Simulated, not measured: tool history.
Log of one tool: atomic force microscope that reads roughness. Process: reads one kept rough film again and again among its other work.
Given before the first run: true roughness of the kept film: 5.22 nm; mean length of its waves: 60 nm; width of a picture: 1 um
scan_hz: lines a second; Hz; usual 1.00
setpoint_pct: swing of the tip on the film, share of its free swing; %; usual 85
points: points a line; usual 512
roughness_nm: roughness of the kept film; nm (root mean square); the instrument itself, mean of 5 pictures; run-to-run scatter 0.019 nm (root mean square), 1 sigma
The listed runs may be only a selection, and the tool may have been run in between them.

run	hour	scan_hz	setpoint_pct	points	roughness_nm
1	0.0	1.00	85	512	4.328
# hour 23.1: new tip fitted
2	49.2	1.00	85	512	4.566
3	99.1	1.00	81	512	4.373
4	132.9	1.00	73	512	4.329
# hour 139.4: new tip fitted
5	180.4	1.00	85	512	4.503
6	215.2	1.00	85	512	4.366
# hour 257.4: new tip fitted
7	263.6	1.00	85	512	4.656
8	291.2	1.00	85	512	4.502
9	313.7	1.00	57	512	4.605
10	336.3	1.00	57	512	4.516
11	365.1	1.00	57	873	4.369
# hour 369.7: height scale calibrated on a step standard
# hour 374.2: new tip fitted
12	415.5	1.00	73	957	4.628
13	461.5	0.85	56	957	4.530
# hour 489.6: new tip fitted
14	508.3	1.00	85	769	4.635
15	539.3	1.00	85	769	4.443
16	575.9	1.67	88	718	4.086
# hour 603.7: new tip fitted
17	609.6	1.72	60	369	4.834
18	648.8	0.70	79	512	4.679
# hour 668.4: height scale calibrated on a step standard, once more
19	687.2	0.70	79	512	4.466
# hour 719.7: new tip fitted
20	737.5	2.15	79	785	4.420
21	789.4	0.71	62	264	4.601

Branching from run 21: 3 alternative next runs. What would each branch give?
A	827.5	0.75	87	264	?
B	827.5	1.00	63	512	?
C	827.5	3.64	73	790	?

run	roughness_nm
A	4.255
B	4.364
C	3.930
Had the tool no hidden state, the same runs would have come out as:
run	roughness_nm
A	4.763
B	4.886
C	4.400
